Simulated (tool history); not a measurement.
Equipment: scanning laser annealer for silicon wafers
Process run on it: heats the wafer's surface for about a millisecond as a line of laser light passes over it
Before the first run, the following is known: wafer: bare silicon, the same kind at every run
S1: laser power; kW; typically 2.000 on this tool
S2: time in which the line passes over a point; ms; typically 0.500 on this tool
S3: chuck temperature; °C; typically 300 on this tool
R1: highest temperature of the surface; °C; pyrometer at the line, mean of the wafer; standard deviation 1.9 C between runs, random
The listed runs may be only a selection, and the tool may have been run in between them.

run	hour	S1	S2	S3	R1
1	0.0	2.000	0.500	300	1078
2	13.3	2.000	0.500	300	1081
3	19.7	2.000	0.431	300	1020
4	29.4	2.000	0.431	261	981
5	35.8	1.727	0.500	300	977
6	44.2	1.727	0.500	300	970
7	54.1	1.727	0.500	300	977
8	62.2	1.727	0.500	300	972
9	70.0	1.727	0.500	300	976
10	82.0	1.727	0.500	321	995
11	94.4	1.727	0.500	321	992
12	100.1	1.727	0.500	321	997
13	105.9	1.727	0.500	321	995
14	116.9	1.727	0.500	292	967
15	127.7	1.727	0.500	292	966
16	135.4	1.727	0.500	292	966
17	147.2	1.727	0.500	292	965
18	157.5	1.727	0.500	292	964
19	169.5	1.727	0.500	292	966
20	181.5	2.000	0.553	300	1116
21	193.8	1.874	0.561	310	1082
22	202.8	1.898	0.415	290	961
23	209.0	1.898	0.415	290	960
24	217.8	1.898	0.521	290	1039
25	225.7	1.898	0.521	290	1040
# hour 235.2: window over the wafer cleaned
26	238.7	1.898	0.521	290	1062
27	251.2	1.852	0.396	336	988
28	263.2	1.882	0.353	296	919
29	270.8	1.842	0.464	274	980
30	279.9	2.195	0.464	274	1112
31	289.0	1.978	0.500	300	1085
32	296.6	2.094	0.540	312	1172
33	308.9	1.720	0.500	300	987
34	317.0	1.720	0.500	300	987
35	326.1	1.720	0.500	300	984
36	339.0	2.050	0.371	262	955
37	345.5	2.000	0.387	300	991
38	352.9	2.000	0.387	300	993
39	364.2	2.000	0.387	300	992
40	374.9	1.935	0.379	300	964

A few steps of R1 between consecutive runs. Split each: what settings, incoming material and random variation would produce without the hidden state, and what is left over for the hidden state, along with gauge scatter present in only one of the two compared results (measured, and without hidden state):
Hidden conditions of the tool in this case: light that passes the window, % of a clean one's; laser's true power over the reading, %; width of the line over the set one, %; drift of the gauge itself on peak_c, C.
Run 19 -> 20: S1 1.727 -> 2.000, S2 0.500 -> 0.553, S3 292 -> 300. R1 +150 °C: hidden state -6, all else +156.
Run 21 -> 22: S1 1.874 -> 1.898, S2 0.561 -> 0.415, S3 310 -> 290. R1 -121 °C: hidden state +4, all else -125.
Run 25 -> 26: window over the wafer cleaned. R1 +22 °C: hidden state +21, all else +1.
Run 29 -> 30: S1 1.842 -> 2.195. R1 +132 °C: hidden state -1, all else +133.
Run 32 -> 33: S1 2.094 -> 1.720, S2 0.540 -> 0.500, S3 312 -> 300. R1 -185 °C: hidden state +2, all else -187.
